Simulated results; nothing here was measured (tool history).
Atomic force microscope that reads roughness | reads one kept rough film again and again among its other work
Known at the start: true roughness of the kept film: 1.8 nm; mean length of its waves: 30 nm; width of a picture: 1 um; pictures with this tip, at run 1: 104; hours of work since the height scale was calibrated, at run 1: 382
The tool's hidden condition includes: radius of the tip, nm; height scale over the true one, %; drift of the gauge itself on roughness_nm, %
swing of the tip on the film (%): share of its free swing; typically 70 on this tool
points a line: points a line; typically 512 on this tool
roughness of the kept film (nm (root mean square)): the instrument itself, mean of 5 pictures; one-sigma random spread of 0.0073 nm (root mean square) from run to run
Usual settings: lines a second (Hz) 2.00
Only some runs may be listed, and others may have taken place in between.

| run | hour | lines a second (Hz) | swing of the tip on the film (%) | points a line | pictures with this tip | hours of work since the height scale was calibrated | roughness of the kept film (nm (root mean square)) |
|---|---|---|---|---|---|---|---|
| 1 | 0.0 | 2.00 | 70 | 512 | 104 | 382 | 1.522 |
| 2 | 28.4 | 2.00 | 70 | 586 | 156 | 401 | 1.538 |
| 3 | 53.8 | 2.00 | 70 | 586 | 204 | 418 | 1.541 |
| 4 | 77.0 | 2.00 | 70 | 586 | 246 | 434 | 1.534 |
|  | 86.0 | new tip fitted |
| 5 | 101.3 | 0.57 | 70 | 512 | 28 | 450 | 1.653 |
| 6 | 119.5 | 0.57 | 70 | 512 | 62 | 462 | 1.676 |
| 7 | 136.5 | 0.57 | 70 | 512 | 94 | 474 | 1.665 |
| 8 | 172.0 | 2.54 | 70 | 512 | 159 | 497 | 1.485 |
| 9 | 198.9 | 2.54 | 70 | 512 | 209 | 516 | 1.483 |
|  | 227.3 | new tip fitted |
| 10 | 230.6 | 2.54 | 70 | 512 | 6 | 537 | 1.494 |
| 11 | 247.7 | 2.00 | 70 | 512 | 37 | 548 | 1.517 |
| 12 | 273.2 | 2.00 | 70 | 512 | 84 | 565 | 1.535 |
| 13 | 294.5 | 2.00 | 70 | 512 | 124 | 580 | 1.538 |
| 14 | 331.8 | 2.00 | 70 | 512 | 193 | 605 | 1.545 |
| 15 | 349.5 | 2.00 | 70 | 512 | 226 | 617 | 1.522 |
|  | 370.5 | new tip fitted |
| 16 | 378.8 | 0.66 | 70 | 512 | 15 | 636 | 1.659 |
| 17 | 402.0 | 2.00 | 70 | 1020 | 58 | 652 | 1.534 |
| 18 | 440.5 | 0.61 | 74 | 395 | 129 | 678 | 1.642 |
| 19 | 461.7 | 0.61 | 74 | 395 | 168 | 692 | 1.635 |
| 20 | 498.8 | 1.05 | 74 | 395 | 237 | 717 | 1.586 |
|  | 513.1 | new tip fitted |
| 21 | 522.7 | 1.51 | 60 | 477 | 17 | 733 | 1.647 |
| 22 | 539.7 | 0.71 | 87 | 512 | 49 | 744 | 1.560 |
| 23 | 575.5 | 0.68 | 84 | 620 | 115 | 769 | 1.593 |
| 24 | 611.5 | 1.25 | 70 | 512 | 182 | 793 | 1.605 |
| 25 | 646.1 | 2.00 | 69 | 512 | 246 | 816 | 1.523 |
|  | 654.9 | new tip fitted |
| 26 | 674.7 | 2.00 | 85 | 321 | 37 | 835 | 1.347 |
| 27 | 692.9 | 2.00 | 88 | 717 | 70 | 847 | 1.306 |
| 28 | 727.3 | 2.00 | 88 | 717 | 134 | 871 | 1.317 |
| 29 | 753.0 | 2.00 | 64 | 512 | 182 | 888 | 1.568 |
| 30 | 790.3 | 0.93 | 86 | 454 | 251 | 913 | 1.501 |
|  | 797.1 | new tip fitted |
| 31 | 807.0 | 3.33 | 67 | 342 | 19 | 924 | 1.449 |
| 32 | 845.4 | 3.48 | 70 | 371 | 90 | 950 | 1.421 |

Entry by entry between the runs, the difference in hidden state between the last listed run before and the first listed run after:
In the gap between runs 4 and 5: new tip fitted (hour 86.0)
  radius of the tip, nm: 5.3 -> 5.1
In the gap between runs 9 and 10: new tip fitted (hour 227.3)
  radius of the tip, nm: 5.3 -> 5
In the gap between runs 15 and 16: new tip fitted (hour 370.5)
  radius of the tip, nm: 5.3 -> 5
In the gap between runs 20 and 21: new tip fitted (hour 513.1)
  radius of the tip, nm: 5.3 -> 5
In the gap between runs 25 and 26: new tip fitted (hour 654.9)
  radius of the tip, nm: 5.3 -> 5.1
In the gap between runs 30 and 31: new tip fitted (hour 797.1)
  radius of the tip, nm: 5.4 -> 5

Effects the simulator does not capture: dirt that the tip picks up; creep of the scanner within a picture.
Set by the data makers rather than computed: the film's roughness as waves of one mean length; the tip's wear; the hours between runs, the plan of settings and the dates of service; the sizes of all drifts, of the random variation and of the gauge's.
